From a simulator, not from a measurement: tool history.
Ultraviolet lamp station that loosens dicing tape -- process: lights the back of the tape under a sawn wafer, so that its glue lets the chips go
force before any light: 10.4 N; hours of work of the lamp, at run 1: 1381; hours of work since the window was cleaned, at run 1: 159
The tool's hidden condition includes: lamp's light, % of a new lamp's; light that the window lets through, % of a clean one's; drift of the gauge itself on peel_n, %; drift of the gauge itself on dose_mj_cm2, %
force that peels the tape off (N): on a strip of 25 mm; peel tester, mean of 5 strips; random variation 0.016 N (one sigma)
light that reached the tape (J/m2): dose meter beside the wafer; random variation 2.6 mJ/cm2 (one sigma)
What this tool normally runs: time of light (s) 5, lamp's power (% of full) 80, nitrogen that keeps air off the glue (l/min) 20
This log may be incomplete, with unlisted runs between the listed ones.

run,hour,time of light (s),lamp's power (% of full),nitrogen that keeps air off the glue (l/min),hours of work of the lamp,hours of work since the window was cleaned,force that peels the tape off (N),light that reached the tape (J/m2)
1,0,5,80,20,1381,159,2.112,1920
2,26.7,5,80,20,1401,179,2.21,1850
# hour 48.9: lamp changed
3,51.6,5,80,20,2,196,0.9,2970
4,75.3,5,79,20,19,214,0.999,2930
5,113.9,5,80,19,48,242,0.995,2900
# hour 151.9: window cleaned of glue's vapour
6,160.1,5,80,20,82,6,1.119,2730
7,199.8,5,80,20,111,35,1.139,2680
8,242.3,5,80,7,142,67,2.389,2700
9,266.3,5,80,20,160,84,1.237,2590
10,291.3,5,80,20,179,103,1.205,2540
11,333.8,5,80,20,210,134,1.292,2530
# hour 375: window cleaned of glue's vapour, once more
12,379.7,5,80,20,244,3,0.875,2990
13,426.3,5,80,20,278,38,0.979,2980
14,470.4,5,80,20,310,70,1.011,2940
15,505.6,5,88,20,336,96,0.799,3160
16,553.9,5,95,20,372,132,0.759,3310
17,604.1,5,95,20,409,169,0.786,3230
18,647.1,5,65,9,441,201,2.755,2150
19,671.6,6,98,9,459,219,1.021,3880
20,721.1,3,79,6,496,256,4.742,1530
# hour 744.1: window cleaned of glue's vapour
21,759.4,7,80,20,523,11,0.503,3870
22,790.1,7,80,20,546,34,0.545,3800
23,835.3,8,64,10,579,67,1.194,3420
24,876.8,3,68,8,610,98,4.67,1290

Run 25, settings as shown, results not yet in. Your forecast:
25,900.3,5,68,20,628,115,?,?

force that peels the tape off (N): 1.594
light that reached the tape (J/m2): 2260
Were there no unlogged condition in the tool, this run, its random variation unchanged, would have produced force that peels the tape off (N) 1.014, light that reached the tape (J/m2) 2850.
